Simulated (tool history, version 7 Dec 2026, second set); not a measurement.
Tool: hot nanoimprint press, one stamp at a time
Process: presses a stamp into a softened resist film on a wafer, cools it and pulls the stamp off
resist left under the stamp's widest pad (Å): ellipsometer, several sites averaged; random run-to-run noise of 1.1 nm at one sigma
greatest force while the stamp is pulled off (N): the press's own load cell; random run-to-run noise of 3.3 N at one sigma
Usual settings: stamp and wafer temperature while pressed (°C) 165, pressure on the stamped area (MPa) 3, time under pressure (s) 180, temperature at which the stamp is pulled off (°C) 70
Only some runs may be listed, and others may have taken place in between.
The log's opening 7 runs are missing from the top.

| run | hour | stamp and wafer temperature while pressed (°C) | pressure on the stamped area (MPa) | time under pressure (s) | temperature at which the stamp is pulled off (°C) | hours of work since the thermocouple was calibrated | imprints on the stamp's release coat | hours of work since the press's seals were changed | resist left under the stamp's widest pad (Å) | greatest force while the stamp is pulled off (N) |
|---|---|---|---|---|---|---|---|---|---|---|
| 8 | 168.2 | 165 | 2.07 | 180 | 60 | 142 | 595 | 598 | 2082 | 231 |
|  | 178.8 | press's hydraulic seals changed and the load cell set to zero |
| 9 | 197.2 | 165 | 2.07 | 180 | 60 | 157 | 658 | 13 | 2055 | 238 |
| 10 | 215.4 | 165 | 2.07 | 180 | 60 | 170 | 713 | 26 | 2052 | 243 |
|  | 228.4 | stamp cleaned and given a new release coat |
| 11 | 240.8 | 154 | 3 | 180 | 70 | 184 | 38 | 40 | 2626 | 175 |
| 12 | 260.8 | 166 | 3 | 180 | 70 | 199 | 98 | 55 | 1740 | 178 |
| 13 | 275.6 | 166 | 3 | 180 | 70 | 209 | 142 | 65 | 1738 | 185 |
| 14 | 291.2 | 166 | 3 | 104 | 70 | 220 | 189 | 76 | 2055 | 191 |
| 15 | 305.5 | 166 | 3 | 104 | 70 | 231 | 232 | 87 | 2026 | 185 |
| 16 | 329.5 | 161 | 3 | 104 | 74 | 248 | 304 | 104 | 2426 | 179 |
| 17 | 346.2 | 161 | 3 | 104 | 74 | 260 | 354 | 116 | 2409 | 189 |
| 18 | 373.3 | 161 | 3 | 144 | 74 | 279 | 435 | 135 | 2296 | 184 |
| 19 | 401.6 | 165 | 4.07 | 126 | 70 | 300 | 520 | 156 | 1842 | 206 |
| 20 | 420.9 | 165 | 3 | 99 | 70 | 313 | 578 | 169 | 2158 | 210 |
| 21 | 449.9 | 165 | 3 | 99 | 70 | 334 | 665 | 190 | 2178 | 218 |
| 22 | 465.6 | 165 | 2.99 | 103 | 70 | 346 | 712 | 201 | 2150 | 210 |
|  | 480.5 | stamp cleaned and given a new release coat |
| 23 | 501.7 | 165 | 3 | 99 | 68 | 367 | 63 | 223 | 2192 | 189 |
| 24 | 515.6 | 165 | 3 | 99 | 68 | 377 | 105 | 233 | 2181 | 184 |
| 25 | 539.1 | 165 | 3 | 99 | 68 | 394 | 175 | 250 | 2167 | 183 |
| 26 | 556.4 | 165 | 3 | 99 | 68 | 406 | 227 | 262 | 2196 | 191 |
| 27 | 570.2 | 165 | 3 | 99 | 68 | 416 | 268 | 272 | 2182 | 192 |
| 28 | 599.6 | 165 | 3 | 99 | 68 | 437 | 357 | 293 | 2187 | 197 |
| 29 | 626.5 | 165 | 3 | 99 | 64 | 457 | 437 | 313 | 2210 | 214 |
| 30 | 644.6 | 165 | 3 | 99 | 64 | 470 | 491 | 326 | 2213 | 214 |

Predict each of these 3 candidate next runs independently; none follows another, all start after run 30:
| A | 657.7 | 176 | 2.78 | 136 | 64 | 479 | 531 | 335 | ? | ? |
| B | 657.7 | 175 | 3 | 99 | 64 | 479 | 531 | 335 | ? | ? |
| C | 657.7 | 161 | 3 | 196 | 64 | 479 | 531 | 335 | ? | ? |

| run | resist left under the stamp's widest pad (Å) | greatest force while the stamp is pulled off (N) |
|---|---|---|
| A | 1222 | 220 |
| B | 1422 | 214 |
| C | 2187 | 216 |
The same runs, with their run-to-run variation unchanged, on a tool lacking any hidden condition would have given:
| run | resist left under the stamp's widest pad (Å) | greatest force while the stamp is pulled off (N) |
|---|---|---|
| A | 1136 | 185 |
| B | 1325 | 181 |
| C | 2072 | 183 |
